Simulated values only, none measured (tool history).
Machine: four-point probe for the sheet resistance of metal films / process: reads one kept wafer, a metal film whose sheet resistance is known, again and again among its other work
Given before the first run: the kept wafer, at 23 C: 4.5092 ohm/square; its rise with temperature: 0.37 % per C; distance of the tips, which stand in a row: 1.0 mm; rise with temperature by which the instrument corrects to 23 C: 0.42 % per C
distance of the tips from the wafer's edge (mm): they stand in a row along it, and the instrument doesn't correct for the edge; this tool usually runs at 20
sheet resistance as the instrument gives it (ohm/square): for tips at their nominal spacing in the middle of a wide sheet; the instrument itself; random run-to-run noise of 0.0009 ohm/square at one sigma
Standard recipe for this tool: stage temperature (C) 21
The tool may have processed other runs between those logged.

| run | hour | stage temperature (C) | distance of the tips from the wafer's edge (mm) | sheet resistance as the instrument gives it (ohm/square) |
|---|---|---|---|---|
| 1 | 0 | 21 | 20 | 4.52647 |
| 2 | 88.6 | 21 | 20 | 4.526507 |
| 3 | 156.4 | 21 | 20 | 4.528441 |
| 4 | 249 | 21 | 20 | 4.527546 |
| 5 | 296.9 | 21 | 20 | 4.529652 |
| 6 | 352.4 | 21 | 20 | 4.529055 |
| 7 | 417.1 | 21 | 20 | 4.532108 |
| 8 | 496.4 | 21 | 20 | 4.530911 |
| 9 | 545.9 | 21 | 20 | 4.531724 |
| 10 | 636.1 | 29 | 20 | 4.515782 |
| 11 | 700.1 | 29 | 20 | 4.516762 |
| 12 | 743.7 | 29 | 49 | 4.512567 |
| 13 | 838.9 | 29 | 49 | 4.514323 |
| 14 | 933.5 | 29 | 49 | 4.516607 |
| 15 | 978.5 | 29 | 49 | 4.514646 |
| 16 | 1029.8 | 21 | 16 | 4.541167 |
| 17 | 1122.5 | 21 | 16 | 4.542 |
| 18 | 1195.3 | 21 | 16 | 4.543946 |
| 19 | 1237.2 | 19 | 20 | 4.547322 |
|  | 1266.1 | stage's thermometer calibrated |
| 20 | 1321.7 | 29 | 20 | 4.51333 |
| 21 | 1366.5 | 35 | 20 | 4.501553 |
| 22 | 1438.1 | 35 | 20 | 4.502416 |

Run 23 is up next; what results do you expect?
| 23 | 1524.7 | 35 | 20 | ? |

Run 23 measured sheet resistance as the instrument gives it (ohm/square) 4.504116.
Minus the tool's unlogged condition, the same run would have read sheet resistance as the instrument gives it (ohm/square) 4.491204.

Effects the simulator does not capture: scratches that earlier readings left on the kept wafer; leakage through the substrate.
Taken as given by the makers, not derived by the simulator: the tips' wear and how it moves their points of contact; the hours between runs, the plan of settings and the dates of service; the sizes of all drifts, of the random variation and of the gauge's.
